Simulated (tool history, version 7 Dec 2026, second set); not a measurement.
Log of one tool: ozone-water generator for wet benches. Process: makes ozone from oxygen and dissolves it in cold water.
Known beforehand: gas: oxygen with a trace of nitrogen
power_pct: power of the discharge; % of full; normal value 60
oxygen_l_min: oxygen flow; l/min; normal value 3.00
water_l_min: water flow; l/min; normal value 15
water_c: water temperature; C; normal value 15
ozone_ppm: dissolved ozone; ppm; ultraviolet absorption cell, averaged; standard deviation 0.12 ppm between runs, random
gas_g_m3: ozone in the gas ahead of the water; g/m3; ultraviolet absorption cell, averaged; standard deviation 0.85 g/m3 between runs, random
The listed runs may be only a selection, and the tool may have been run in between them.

run	hour	power_pct	oxygen_l_min	water_l_min	water_c	ozone_ppm	gas_g_m3
1	0.0	60	3.00	15	15	12.0	136.6
2	80.2	60	3.00	15	15	11.9	138.1
3	138.5	60	3.00	15	15	11.9	135.8
4	232.3	60	3.00	10	15	16.5	137.5
5	324.1	60	3.00	10	15	16.7	135.3
6	413.3	71	3.00	15	15	13.2	149.0
7	486.9	71	3.00	15	15	13.2	149.4
8	565.4	71	3.00	15	15	13.1	149.2
9	607.5	60	3.00	15	15	12.0	134.7
10	697.6	60	3.00	15	15	12.0	136.7
11	774.6	60	3.00	15	15	12.1	136.5
12	830.2	60	3.00	15	15	11.8	138.0
13	916.7	60	3.00	15	15	11.9	137.5
14	1010.5	60	3.00	15	15	12.0	135.1
15	1090.0	41	3.00	15	15	9.7	112.0
16	1155.2	41	3.00	15	15	9.9	111.6
17	1221.1	41	3.00	15	15	9.9	111.0
18	1277.9	60	3.00	15	9	12.9	136.7
19	1337.7	96	2.99	21	16	11.4	174.2
20	1380.9	96	2.99	21	16	11.1	176.2
21	1432.5	60	3.56	15	15	12.0	121.0
22	1493.2	71	5.10	15	15	12.4	102.0
23	1574.2	65	2.06	22	20	8.3	183.9
24	1629.9	73	3.00	22	20	8.9	150.2
25	1728.2	41	3.00	22	13	7.1	112.1
26	1769.8	41	3.00	22	13	7.0	112.9
27	1828.0	60	2.94	15	15	12.1	137.0
28	1873.7	60	2.94	15	15	12.1	137.9
29	1950.6	60	3.00	14	16	12.5	137.6
30	2050.6	60	3.00	14	16	12.8	136.8
31	2097.5	60	3.00	14	16	12.7	137.2
32	2158.2	98	3.77	20	8	12.9	149.2

Consider 4 possible next runs. They are alternatives, not a sequence: every one starts from the tool as it was left by run 32. What does each give?
A	2237.6	60	3.00	13	13	?	?
B	2237.6	60	3.00	11	15	?	?
C	2237.6	60	3.00	19	13	?	?
D	2237.6	43	3.77	20	22	?	?

run	ozone_ppm	gas_g_m3
A	14.1	136.0
B	15.2	135.5
C	9.9	137.4
D	7.2	96.7
With the hidden condition removed and each run's random variation left untouched, the same runs would have given:
run	ozone_ppm	gas_g_m3
A	14.1	136.2
B	15.2	135.6
C	9.9	137.6
D	7.2	96.8

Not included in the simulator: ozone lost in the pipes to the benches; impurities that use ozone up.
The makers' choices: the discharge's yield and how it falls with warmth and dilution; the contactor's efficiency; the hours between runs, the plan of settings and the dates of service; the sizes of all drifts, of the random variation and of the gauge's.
